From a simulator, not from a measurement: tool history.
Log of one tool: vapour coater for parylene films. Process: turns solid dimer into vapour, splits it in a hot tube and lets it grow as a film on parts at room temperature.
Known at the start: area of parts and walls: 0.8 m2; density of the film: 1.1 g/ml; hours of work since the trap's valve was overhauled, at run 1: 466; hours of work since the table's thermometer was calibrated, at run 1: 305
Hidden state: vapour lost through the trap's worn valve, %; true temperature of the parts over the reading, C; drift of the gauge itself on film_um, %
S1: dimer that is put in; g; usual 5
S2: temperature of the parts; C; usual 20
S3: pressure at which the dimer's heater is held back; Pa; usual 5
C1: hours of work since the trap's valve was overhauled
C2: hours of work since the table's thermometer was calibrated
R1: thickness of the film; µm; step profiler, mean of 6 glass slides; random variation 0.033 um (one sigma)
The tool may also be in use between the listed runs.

Run 1, hour 0: usual settings; C1 466; C2 305. Result: R1 2.91 µm.
Run 2, hour 18: usual settings; C1 478; C2 317. Result: R1 2.87 µm.
Run 3, hour 45.1: usual settings; C1 497; C2 336. Result: R1 2.85 µm.
Run 4, hour 59: usual settings; C1 507; C2 346. Result: R1 2.85 µm.
Run 5, hour 71.5: usual settings; C1 516; C2 354. Result: R1 2.82 µm.
At hour 76.9: trap's valve overhauled.
Run 6, hour 93: usual settings; C1 11; C2 367. Result: R1 2.56 µm.
Run 7, hour 116.8: usual settings; C1 28; C2 383. Result: R1 2.53 µm.
Run 8, hour 135.3: usual settings but S1 4 g, S2 17 C, S3 2.82 Pa; C1 41; C2 396. Result: R1 2.47 µm.
Run 9, hour 158.6: usual settings but S1 6 g, S2 14 C, S3 2.82 Pa; C1 57; C2 412. Result: R1 3.96 µm.
At hour 166.9: trap's valve overhauled, once more.
Run 10, hour 184: usual settings but S1 3 g, S2 28 C; C1 12; C2 427. Result: R1 1.6 µm.
Run 11, hour 206.2: usual settings but S1 3 g, S2 28 C; C1 27; C2 443. Result: R1 1.63 µm.
Run 12, hour 231.9: usual settings but S1 9 g, S2 31 C; C1 45; C2 461. Result: R1 4.5 µm.

Hidden state or all else? Some run-to-run changes of R1, split into what the settings, what came in and random variation would give without the hidden state, and what is left for the hidden state (with any gauge scatter that isn't in both results):
Run 9 -> 10: S1 6 -> 3, S2 14 -> 28, S3 2.82 -> 5, trap's valve overhauled, once more. R1 -2.36 µm: hidden state +1.28, all else -3.64.
Run 11 -> 12: S1 3 -> 9, S2 28 -> 31. R1 +2.87 µm: hidden state -0.05, all else +2.92.
